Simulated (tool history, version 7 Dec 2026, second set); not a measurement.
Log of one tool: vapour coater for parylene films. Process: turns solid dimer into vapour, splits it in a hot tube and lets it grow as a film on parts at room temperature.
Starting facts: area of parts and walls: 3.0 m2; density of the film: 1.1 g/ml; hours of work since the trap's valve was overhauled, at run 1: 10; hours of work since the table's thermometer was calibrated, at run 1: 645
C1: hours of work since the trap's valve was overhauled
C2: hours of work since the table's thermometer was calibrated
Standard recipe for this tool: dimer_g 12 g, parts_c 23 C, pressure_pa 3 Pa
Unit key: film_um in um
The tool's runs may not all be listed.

run 1 hour=0 | dimer_g=12 parts_c=23 pressure_pa=3 | C1=10 C2=645 | film_um=2.35
run 2 hour=47.7 | dimer_g=12 parts_c=23 pressure_pa=3 | C1=33 C2=668 | film_um=2.31
run 3 hour=95.3 | dimer_g=12 parts_c=23 pressure_pa=3 | C1=55 C2=691 | film_um=2.34
run 4 hour=132.8 | dimer_g=12 parts_c=23 pressure_pa=3 | C1=73 C2=709 | film_um=2.29
run 5 hour=175 | dimer_g=12 parts_c=23 pressure_pa=3 | C1=94 C2=729 | film_um=2.26
run 6 hour=224.3 | dimer_g=12 parts_c=23 pressure_pa=2.67 | C1=117 C2=752 | film_um=2.3
run 7 hour=269.2 | dimer_g=12 parts_c=23 pressure_pa=2.67 | C1=139 C2=774 | film_um=2.26
run 8 hour=303.5 | dimer_g=12 parts_c=23 pressure_pa=2.67 | C1=155 C2=790 | film_um=2.26
run 9 hour=355.4 | dimer_g=12 parts_c=23 pressure_pa=3 | C1=180 C2=815 | film_um=2.1
-- hour=362.4 trap's valve overhauled
run 10 hour=414.2 | dimer_g=12 parts_c=23 pressure_pa=3 | C1=25 C2=841 | film_um=2.07
run 11 hour=440.5 | dimer_g=12 parts_c=23 pressure_pa=3 | C1=37 C2=854 | film_um=2.05
run 12 hour=476.3 | dimer_g=12 parts_c=16 pressure_pa=3 | C1=55 C2=871 | film_um=2.52
-- hour=532.3 trap's valve overhauled, once more
run 13 hour=532.7 | dimer_g=12 parts_c=16 pressure_pa=3 | C1=0 C2=896 | film_um=3.05
run 14 hour=560.7 | dimer_g=12 parts_c=16 pressure_pa=3 | C1=14 C2=910 | film_um=3
run 15 hour=602.2 | dimer_g=18 parts_c=23 pressure_pa=3 | C1=33 C2=930 | film_um=3.58
run 16 hour=656.1 | dimer_g=6 parts_c=23 pressure_pa=4.63 | C1=59 C2=955 | film_um=1.01
run 17 hour=680.9 | dimer_g=5 parts_c=27 pressure_pa=4.63 | C1=71 C2=967 | film_um=0.76
run 18 hour=724.2 | dimer_g=5 parts_c=27 pressure_pa=4.63 | C1=92 C2=988 | film_um=0.74
run 19 hour=767.6 | dimer_g=12 parts_c=24 pressure_pa=8.92 | C1=113 C2=1009 | film_um=1.64
run 20 hour=814.1 | dimer_g=7 parts_c=18 pressure_pa=3 | C1=135 C2=1031 | film_um=1.53
run 21 hour=855.8 | dimer_g=10 parts_c=17 pressure_pa=3 | C1=155 C2=1051 | film_um=2.22
run 22 hour=883.2 | dimer_g=10 parts_c=17 pressure_pa=3.25 | C1=168 C2=1064 | film_um=2.1
run 23 hour=915.6 | dimer_g=12 parts_c=25 pressure_pa=3 | C1=183 C2=1080 | film_um=2
run 24 hour=958 | dimer_g=12 parts_c=25 pressure_pa=11.61 | C1=204 C2=1100 | film_um=1.4
run 25 hour=1013.2 | dimer_g=12 parts_c=25 pressure_pa=11.61 | C1=230 C2=1126 | film_um=1.43
run 26 hour=1041.1 | dimer_g=12 parts_c=25 pressure_pa=11.61 | C1=244 C2=1140 | film_um=1.35

Consider 4 possible next runs. They are alternatives, not a sequence: every one starts from the tool as it was left by run 26. What does each give?
run A hour=1072.3 | dimer_g=12 parts_c=23 pressure_pa=2.88 | C1=259 C2=1155 | film_um=?
run B hour=1072.3 | dimer_g=8 parts_c=19 pressure_pa=3 | C1=259 C2=1155 | film_um=?
run C hour=1072.3 | dimer_g=14 parts_c=18 pressure_pa=2.42 | C1=259 C2=1155 | film_um=?
run D hour=1072.3 | dimer_g=14 parts_c=30 pressure_pa=2.29 | C1=259 C2=1155 | film_um=?

run=A film_um=2.09
run=B film_um=1.53
run=C film_um=2.95
run=D film_um=2
What these runs would have given with no unlogged condition in the tool:
run=A film_um=2.47
run=B film_um=1.82
run=C film_um=3.5
run=D film_um=2.37
